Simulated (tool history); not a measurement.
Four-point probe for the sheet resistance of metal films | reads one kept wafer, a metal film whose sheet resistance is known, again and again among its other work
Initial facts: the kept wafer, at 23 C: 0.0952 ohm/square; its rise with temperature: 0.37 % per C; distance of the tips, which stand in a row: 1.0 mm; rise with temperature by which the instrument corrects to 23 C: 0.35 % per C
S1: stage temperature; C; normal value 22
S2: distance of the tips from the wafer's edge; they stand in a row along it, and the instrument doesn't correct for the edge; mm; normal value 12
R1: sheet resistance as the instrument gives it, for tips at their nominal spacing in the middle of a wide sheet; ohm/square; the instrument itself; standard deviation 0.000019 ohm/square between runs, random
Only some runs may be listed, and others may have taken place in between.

Run 1, day 0: usual settings. Result: R1 0.096128 ohm/square.
Run 2, day 0.617: usual settings. Result: R1 0.096176 ohm/square.
Run 3, day 1.167: usual settings but S2 55 mm. Result: R1 0.095806 ohm/square.
Run 4, day 1.867: usual settings but S2 24 mm. Result: R1 0.095864 ohm/square.
Run 5, day 2.45: usual settings. Result: R1 0.096146 ohm/square.
Run 6, day 3.342: usual settings but S2 24 mm. Result: R1 0.095887 ohm/square.
At day 3.467: new probe head fitted.
Run 7, day 3.771: usual settings but S2 24 mm. Result: R1 0.094969 ohm/square.
Run 8, day 4.296: usual settings but S2 24 mm. Result: R1 0.094968 ohm/square.
Run 9, day 4.962: usual settings but S2 24 mm. Result: R1 0.094943 ohm/square.
Run 10, day 5.483: usual settings but S2 24 mm. Result: R1 0.095008 ohm/square.
Run 11, day 6.021: usual settings but S2 24 mm. Result: R1 0.094977 ohm/square.
Run 12, day 6.696: usual settings but S2 24 mm. Result: R1 0.094986 ohm/square.
Run 13, day 7.146: usual settings but S2 24 mm. Result: R1 0.094978 ohm/square.
Run 14, day 7.604: usual settings but S2 24 mm. Result: R1 0.094999 ohm/square.
Run 15, day 8.462: usual settings but S2 24 mm. Result: R1 0.09499 ohm/square.
Run 16, day 9.325: usual settings. Result: R1 0.095243 ohm/square.
Run 17, day 9.725: usual settings. Result: R1 0.095304 ohm/square.
Run 18, day 10.129: usual settings. Result: R1 0.095279 ohm/square.
Run 19, day 10.554: usual settings. Result: R1 0.095272 ohm/square.
Run 20, day 11.192: usual settings. Result: R1 0.095257 ohm/square.
Run 21, day 11.729: usual settings but S1 21 C, S2 29 mm. Result: R1 0.094929 ohm/square.
Run 22, day 12.512: usual settings but S2 10 mm. Result: R1 0.095436 ohm/square.
Run 23, day 13.325: usual settings but S1 33 C, S2 5 mm. Result: R1 0.097181 ohm/square.
Run 24, day 14.15: usual settings but S1 33 C, S2 44 mm. Result: R1 0.09522 ohm/square.
Run 25, day 14.575: usual settings but S1 31 C, S2 4 mm. Result: R1 0.098256 ohm/square.
Run 26, day 15.167: usual settings but S1 29 C, S2 8 mm. Result: R1 0.095867 ohm/square.
Run 27, day 15.983: usual settings but S1 29 C, S2 8 mm. Result: R1 0.095889 ohm/square.
Run 28, day 16.646: usual settings but S1 24 C, S2 5 mm. Result: R1 0.097026 ohm/square.
Run 29, day 17.162: usual settings but S1 23 C, S2 3 mm. Result: R1 0.100311 ohm/square.
Run 30, day 17.988: usual settings but S1 34 C, S2 9 mm. Result: R1 0.095868 ohm/square.
Run 31, day 18.696: usual settings but S1 30 C, S2 9 mm. Result: R1 0.095772 ohm/square.
Run 32, day 19.525: usual settings but S1 30 C, S2 9 mm. Result: R1 0.095763 ohm/square.

Predict the results of run 33:
Run 33, day 20.358: usual settings but S1 30 C, S2 53 mm. Result: R1 ?.

{"run 33": {"R1": 0.095175}}
With the hidden condition absent and the run-to-run variation left alone, this run would have shown R1 0.095389 ohm/square.

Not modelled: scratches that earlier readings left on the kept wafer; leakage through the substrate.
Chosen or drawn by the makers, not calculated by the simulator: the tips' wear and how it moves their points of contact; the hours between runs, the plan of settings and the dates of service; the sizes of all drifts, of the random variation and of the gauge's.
